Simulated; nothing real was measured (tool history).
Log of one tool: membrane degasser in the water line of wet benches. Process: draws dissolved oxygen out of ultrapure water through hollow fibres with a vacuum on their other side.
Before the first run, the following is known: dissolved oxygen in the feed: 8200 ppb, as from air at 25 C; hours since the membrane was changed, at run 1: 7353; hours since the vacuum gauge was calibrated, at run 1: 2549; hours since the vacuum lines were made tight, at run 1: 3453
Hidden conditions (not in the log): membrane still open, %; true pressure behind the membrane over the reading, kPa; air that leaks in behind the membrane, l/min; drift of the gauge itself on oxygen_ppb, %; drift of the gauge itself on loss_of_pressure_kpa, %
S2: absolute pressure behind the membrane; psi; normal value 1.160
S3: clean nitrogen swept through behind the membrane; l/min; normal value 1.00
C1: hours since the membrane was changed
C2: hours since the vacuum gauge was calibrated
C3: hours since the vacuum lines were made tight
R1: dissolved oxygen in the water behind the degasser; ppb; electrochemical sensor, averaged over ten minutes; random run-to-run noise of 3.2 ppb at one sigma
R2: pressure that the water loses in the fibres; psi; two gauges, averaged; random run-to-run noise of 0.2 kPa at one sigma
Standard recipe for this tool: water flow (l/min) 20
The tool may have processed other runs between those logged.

run 1 hour=0.0 | water_flow_(l/min)=20 S2=1.160 S3=1.00 | C1=7353 C2=2549 C3=3453 | R1=328.1 R2=6.727
run 2 hour=182.4 | water_flow_(l/min)=20 S2=1.160 S3=1.00 | C1=7536 C2=2732 C3=3636 | R1=324.6 R2=6.734
run 3 hour=410.0 | water_flow_(l/min)=20 S2=1.160 S3=1.00 | C1=7763 C2=2959 C3=3863 | R1=315.4 R2=6.783
run 4 hour=568.4 | water_flow_(l/min)=20 S2=0.917 S3=1.00 | C1=7922 C2=3118 C3=4022 | R1=246.5 R2=6.686
-- hour=682.0 vacuum gauge calibrated
run 5 hour=735.5 | water_flow_(l/min)=20 S2=0.917 S3=1.00 | C1=8088 C2=54 C3=4188 | R1=247.8 R2=6.725
run 6 hour=961.3 | water_flow_(l/min)=20 S2=1.160 S3=1.00 | C1=8314 C2=279 C3=4414 | R1=319.4 R2=6.718
run 7 hour=1195.8 | water_flow_(l/min)=17 S2=1.160 S3=1.00 | C1=8548 C2=514 C3=4649 | R1=269.2 R2=5.733
run 8 hour=1317.7 | water_flow_(l/min)=17 S2=1.160 S3=1.00 | C1=8670 C2=636 C3=4771 | R1=268.7 R2=5.690
run 9 hour=1519.1 | water_flow_(l/min)=20 S2=1.160 S3=1.00 | C1=8872 C2=837 C3=4972 | R1=324.4 R2=6.704
run 10 hour=1635.7 | water_flow_(l/min)=20 S2=1.160 S3=1.00 | C1=8988 C2=954 C3=5089 | R1=320.7 R2=6.702
run 11 hour=1883.6 | water_flow_(l/min)=20 S2=1.160 S3=1.00 | C1=9236 C2=1202 C3=5336 | R1=320.3 R2=6.672
run 12 hour=2038.3 | water_flow_(l/min)=20 S2=1.160 S3=1.00 | C1=9391 C2=1356 C3=5491 | R1=325.1 R2=6.663
run 13 hour=2186.2 | water_flow_(l/min)=20 S2=1.160 S3=1.00 | C1=9539 C2=1504 C3=5639 | R1=325.2 R2=6.682
run 14 hour=2341.4 | water_flow_(l/min)=20 S2=1.160 S3=1.00 | C1=9694 C2=1659 C3=5794 | R1=325.1 R2=6.653
run 15 hour=2529.8 | water_flow_(l/min)=20 S2=1.160 S3=1.00 | C1=9882 C2=1848 C3=5983 | R1=320.5 R2=6.637
run 16 hour=2690.3 | water_flow_(l/min)=20 S2=1.160 S3=1.00 | C1=10043 C2=2008 C3=6143 | R1=316.4 R2=6.707
run 17 hour=2950.3 | water_flow_(l/min)=20 S2=1.160 S3=1.00 | C1=10303 C2=2268 C3=6403 | R1=319.2 R2=6.650
run 18 hour=3217.2 | water_flow_(l/min)=13 S2=1.968 S3=1.54 | C1=10570 C2=2535 C3=6670 | R1=263.4 R2=4.348
run 19 hour=3415.0 | water_flow_(l/min)=28 S2=0.744 S3=2.83 | C1=10768 C2=2733 C3=6868 | R1=224.2 R2=9.361
run 20 hour=3683.0 | water_flow_(l/min)=24 S2=1.160 S3=1.00 | C1=11036 C2=3001 C3=7136 | R1=385.8 R2=7.950
run 21 hour=3794.9 | water_flow_(l/min)=24 S2=1.160 S3=1.00 | C1=11148 C2=3113 C3=7248 | R1=387.0 R2=7.952
-- hour=3902.8 vacuum gauge calibrated
run 22 hour=3939.1 | water_flow_(l/min)=14 S2=1.160 S3=1.00 | C1=11291 C2=36 C3=7392 | R1=218.2 R2=4.622
run 23 hour=4210.7 | water_flow_(l/min)=18 S2=1.698 S3=0.76 | C1=11563 C2=308 C3=7663 | R1=513.9 R2=5.944
run 24 hour=4483.1 | water_flow_(l/min)=21 S2=1.099 S3=0.63 | C1=11835 C2=580 C3=7935 | R1=403.3 R2=6.927
run 25 hour=4648.2 | water_flow_(l/min)=21 S2=1.099 S3=0.63 | C1=12000 C2=745 C3=8101 | R1=416.9 R2=6.897
run 26 hour=4899.6 | water_flow_(l/min)=18 S2=1.144 S3=2.95 | C1=12252 C2=997 C3=8352 | R1=167.3 R2=5.886
run 27 hour=5136.3 | water_flow_(l/min)=24 S2=1.986 S3=1.27 | C1=12488 C2=1233 C3=8589 | R1=563.5 R2=7.916
run 28 hour=5303.7 | water_flow_(l/min)=15 S2=0.893 S3=1.27 | C1=12656 C2=1401 C3=8756 | R1=156.1 R2=4.963
run 29 hour=5491.1 | water_flow_(l/min)=15 S2=1.220 S3=2.33 | C1=12843 C2=1588 C3=8944 | R1=157.2 R2=4.936
run 30 hour=5744.7 | water_flow_(l/min)=15 S2=1.220 S3=2.33 | C1=13097 C2=1842 C3=9197 | R1=156.6 R2=4.902
run 31 hour=5876.7 | water_flow_(l/min)=15 S2=1.220 S3=2.33 | C1=13229 C2=1974 C3=9329 | R1=156.3 R2=4.930
run 32 hour=6042.0 | water_flow_(l/min)=15 S2=1.220 S3=2.33 | C1=13394 C2=2139 C3=9494 | R1=156.3 R2=4.910

Pick out some run-to-run changes in R2. Of each, how much would a tool without hidden state show as well, from the settings, what came in and chance, and how much is left for the hidden state and any gauge scatter not in both results compared?
Run 18 -> 19: water flow (l/min) 13 -> 28, S2 1.968 -> 0.744, S3 1.54 -> 2.83. R2 +5.013 psi: hidden state -0.080, all else +5.092.
Run 21 -> 22: water flow (l/min) 24 -> 14, vacuum gauge calibrated. R2 -3.330 psi: hidden state +0.052, all else -3.382.
Run 27 -> 28: water flow (l/min) 24 -> 15, S2 1.986 -> 0.893. R2 -2.953 psi: hidden state +0.064, all else -3.017.
